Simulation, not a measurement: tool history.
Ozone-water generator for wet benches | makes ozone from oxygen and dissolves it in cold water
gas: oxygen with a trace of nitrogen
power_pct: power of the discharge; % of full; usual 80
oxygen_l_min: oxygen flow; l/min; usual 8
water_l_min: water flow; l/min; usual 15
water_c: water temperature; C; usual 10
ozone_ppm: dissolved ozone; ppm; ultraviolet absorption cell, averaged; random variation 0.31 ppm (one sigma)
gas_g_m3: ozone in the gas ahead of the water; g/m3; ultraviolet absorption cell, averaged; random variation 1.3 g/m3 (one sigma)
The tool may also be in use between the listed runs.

run	day	power_pct	oxygen_l_min	water_l_min	water_c	ozone_ppm	gas_g_m3
1	0	80	8	15	10	49.4	248.7
2	1.575	80	8	15	10	49.7	251.5
3	3.146	80	8	15	10	49.5	251.3
4	4.117	80	5.87	15	10	51.3	298.3
5	5.3	80	5.87	15	10	51.3	299.7
6	6.154	62	5.87	15	10	42.7	252.7
7	7.525	62	5.87	15	10	42.8	252.7
8	8.767	80	8	15	11	48.6	252
9	10.35	80	8	15	11	48.1	254.6
10	11.058	80	8	15	10	49.5	254.9
11	11.838	80	8	15	10	49.8	254
12	13.308	80	8	15	10	49.7	254.8
13	14.625	83	8	11	10	60.1	261.6
14	16.033	80	13.78	11	14	46	187.1
15	16.767	80	8	16	10	47.9	256.3
16	18.396	89	10.01	21	14	39.3	243.9
# day 19.879: gauge calibrated
17	20.042	80	8	23	10	37.2	249.1
18	21.075	80	8	23	10	37.3	247.1
19	22.738	80	8	23	10	37.3	251.6
20	23.854	80	8	23	10	37.4	251.3
21	25.029	80	8	23	10	37.2	248.7
22	25.746	80	12.61	15	17	39.4	195.4
23	27.342	98	6.66	22	7	46.6	324.5
24	28.979	98	6.66	22	7	46	322.2

Forecast each of these 4 alternatives for the next run:
A	29.85	80	5.61	19	10	?	?
B	29.85	80	4.48	15	10	?	?
C	29.85	51	6.66	22	7	?	?
D	29.85	64	8	21	12	?	?

run	ozone_ppm	gas_g_m3
A	43.1	306.9
B	51.1	352.3
C	29.4	207.8
D	33.1	218.7
Without the tool's hidden state the same runs would have given:
run	ozone_ppm	gas_g_m3
A	43.2	302.7
B	51.2	347.5
C	29.4	204.9
D	33.2	215.7
